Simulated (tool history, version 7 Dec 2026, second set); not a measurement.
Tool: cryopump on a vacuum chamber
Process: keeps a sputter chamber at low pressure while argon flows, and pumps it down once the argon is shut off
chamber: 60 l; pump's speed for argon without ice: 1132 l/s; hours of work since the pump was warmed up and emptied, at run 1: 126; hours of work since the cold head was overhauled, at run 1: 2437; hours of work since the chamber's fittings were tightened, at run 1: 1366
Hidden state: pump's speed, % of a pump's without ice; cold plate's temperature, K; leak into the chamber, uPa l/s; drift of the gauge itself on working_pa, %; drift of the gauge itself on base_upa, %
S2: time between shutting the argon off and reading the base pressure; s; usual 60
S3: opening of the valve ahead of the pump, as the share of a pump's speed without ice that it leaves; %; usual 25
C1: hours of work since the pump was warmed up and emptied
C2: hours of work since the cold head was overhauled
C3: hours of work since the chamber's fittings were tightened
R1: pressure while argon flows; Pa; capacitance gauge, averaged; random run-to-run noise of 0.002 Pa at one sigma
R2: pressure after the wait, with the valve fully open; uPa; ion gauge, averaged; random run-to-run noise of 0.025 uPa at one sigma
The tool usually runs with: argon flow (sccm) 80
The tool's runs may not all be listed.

run 1 day=0 | argon_flow_(sccm)=80 S2=60 S3=25 | C1=126 C2=2437 C3=1366 | R1=0.4866 R2=1.81
run 2 day=4.917 | argon_flow_(sccm)=80 S2=221 S3=25 | C1=193 C2=2505 C3=1433 | R1=0.4922 R2=1.33
run 3 day=7.554 | argon_flow_(sccm)=80 S2=221 S3=25 | C1=229 C2=2541 C3=1469 | R1=0.4949 R2=1.38
run 4 day=11.4 | argon_flow_(sccm)=80 S2=60 S3=25 | C1=282 C2=2593 C3=1522 | R1=0.4986 R2=2.01
run 5 day=14.517 | argon_flow_(sccm)=80 S2=60 S3=25 | C1=324 C2=2636 C3=1564 | R1=0.5019 R2=2.12
run 6 day=18.096 | argon_flow_(sccm)=80 S2=24 S3=25 | C1=373 C2=2685 C3=1613 | R1=0.5035 R2=3.19
run 7 day=21.012 | argon_flow_(sccm)=80 S2=60 S3=56 | C1=413 C2=2725 C3=1653 | R1=0.2427 R2=2.16
run 8 day=25.1 | argon_flow_(sccm)=80 S2=60 S3=56 | C1=469 C2=2781 C3=1709 | R1=0.2452 R2=2.19
run 9 day=27.146 | argon_flow_(sccm)=80 S2=60 S3=56 | C1=497 C2=2809 C3=1737 | R1=0.2494 R2=2.34
run 10 day=30.525 | argon_flow_(sccm)=80 S2=60 S3=56 | C1=543 C2=2855 C3=1783 | R1=0.2538 R2=2.34
run 11 day=34.925 | argon_flow_(sccm)=80 S2=60 S3=56 | C1=604 C2=2915 C3=1844 | R1=0.2587 R2=2.41
run 12 day=37.592 | argon_flow_(sccm)=80 S2=144 S3=25 | C1=640 C2=2952 C3=1880 | R1=0.5254 R2=2.11
run 13 day=39.942 | argon_flow_(sccm)=80 S2=144 S3=25 | C1=672 C2=2984 C3=1912 | R1=0.5321 R2=2.08
run 14 day=42.088 | argon_flow_(sccm)=36 S2=197 S3=18 | C1=702 C2=3013 C3=1942 | R1=0.3231 R2=2.11
run 15 day=44.121 | argon_flow_(sccm)=36 S2=197 S3=18 | C1=729 C2=3041 C3=1970 | R1=0.3251 R2=2.19
-- day=45.404 pump warmed up, emptied and cooled again
run 16 day=47.146 | argon_flow_(sccm)=80 S2=36 S3=33 | C1=24 C2=3079 C3=2008 | R1=0.3684 R2=2.6
run 17 day=50.862 | argon_flow_(sccm)=80 S2=36 S3=33 | C1=75 C2=3130 C3=2059 | R1=0.37 R2=2.67
run 18 day=53.325 | argon_flow_(sccm)=38 S2=36 S3=45 | C1=108 C2=3164 C3=2093 | R1=0.1292 R2=2.74
run 19 day=57.654 | argon_flow_(sccm)=80 S2=113 S3=20 | C1=168 C2=3223 C3=2152 | R1=0.6153 R2=1.96
run 20 day=60.121 | argon_flow_(sccm)=80 S2=113 S3=20 | C1=201 C2=3257 C3=2186 | R1=0.6111 R2=1.94
run 21 day=63.154 | argon_flow_(sccm)=33 S2=38 S3=28 | C1=243 C2=3298 C3=2227 | R1=0.1821 R2=2.8
run 22 day=67.471 | argon_flow_(sccm)=88 S2=102 S3=25 | C1=302 C2=3358 C3=2286 | R1=0.5472 R2=2.13
run 23 day=71.196 | argon_flow_(sccm)=88 S2=102 S3=25 | C1=353 C2=3409 C3=2337 | R1=0.5493 R2=2.24

Branching from run 23: 4 alternative next runs. What would each branch give?
run A day=73.904 | argon_flow_(sccm)=85 S2=148 S3=25 | C1=390 C2=3446 C3=2374 | R1=? R2=?
run B day=73.904 | argon_flow_(sccm)=32 S2=59 S3=29 | C1=390 C2=3446 C3=2374 | R1=? R2=?
run C day=73.904 | argon_flow_(sccm)=83 S2=24 S3=40 | C1=390 C2=3446 C3=2374 | R1=? R2=?
run D day=73.904 | argon_flow_(sccm)=35 S2=60 S3=25 | C1=390 C2=3446 C3=2374 | R1=? R2=?

run=A R1=0.5378 R2=2.11
run=B R1=0.1748 R2=2.59
run=C R1=0.3383 R2=3.61
run=D R1=0.2204 R2=2.64
The same runs, with their run-to-run variation unchanged, on a tool lacking any hidden condition would have given:
run=A R1=0.51 R2=0.58
run=B R1=0.1645 R2=1.03
run=C R1=0.3112 R2=2.09
run=D R1=0.209 R2=1.04
